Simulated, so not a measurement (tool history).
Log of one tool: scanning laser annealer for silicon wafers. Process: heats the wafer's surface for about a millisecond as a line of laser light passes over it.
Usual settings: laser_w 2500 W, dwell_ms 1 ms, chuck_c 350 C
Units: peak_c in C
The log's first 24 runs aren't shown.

run   hour  laser_w  dwell_ms  chuck_c  hours of work since the window was cleaned  hours of work since the power meter was calibrated  hours of work since the optics were aligned  peak_c
 25  326.9     2331         1      369                                         168                                                 432                                         1208    1067
 26  336.1     2231      0.91      369                                         174                                                 439                                         1215    1008
 27  350.6     2231      0.91      319                                         185                                                 449                                         1226     959
 28  365.9     2231       1.2      369                                         196                                                 460                                         1237    1105
 29  381.6     2231      1.03      369                                         207                                                 471                                         1248    1053
 30  399.3     2604      0.91      372                                         220                                                 484                                         1261    1107
 31  407.7     2380      0.76      347                                         226                                                 490                                         1267     966
 32  418.7     2465      0.93      347                                         234                                                 498                                         1275    1052
 33  432.2     2471      0.75      340                                         244                                                 508                                         1284     976
 34  443.9     2718      1.13      347                                         252                                                 516                                         1293    1193
 35  460.8     2487       0.9      341                                         264                                                 528                                         1305    1039
 36  470.5     2489      1.07      343                                         271                                                 536                                         1312    1106
 37  480.4     2599      0.72      384                                         278                                                 543                                         1319    1034
 38  498.1     2231      0.84      327                                         291                                                 555                                         1332     940
 39  515.9     2231      0.84      327                                         304                                                 568                                         1345     937
 40    530     2231      0.84      327                                         314                                                 578                                         1355     938
 41  541.5     2703      0.96      348                                         322                                                 587                                         1363    1129

4 ways to go on from here, each from the tool as it stands after run 41. What would each give?
  A  551.3     2703      0.72      348                                         329                                                 594                                         1370       ?
  B  551.3     2649      1.17      317                                         329                                                 594                                         1370       ?
  C  551.3     2581      0.96      348                                         329                                                 594                                         1370       ?
  D  551.3     2715         1      370                                         329                                                 594                                         1370       ?

run  peak_c
  A    1021
  B    1158
  C    1092
  D    1166
Without the tool's hidden state the same runs would have given:
run  peak_c
  A    1041
  B    1183
  C    1114
  D    1190
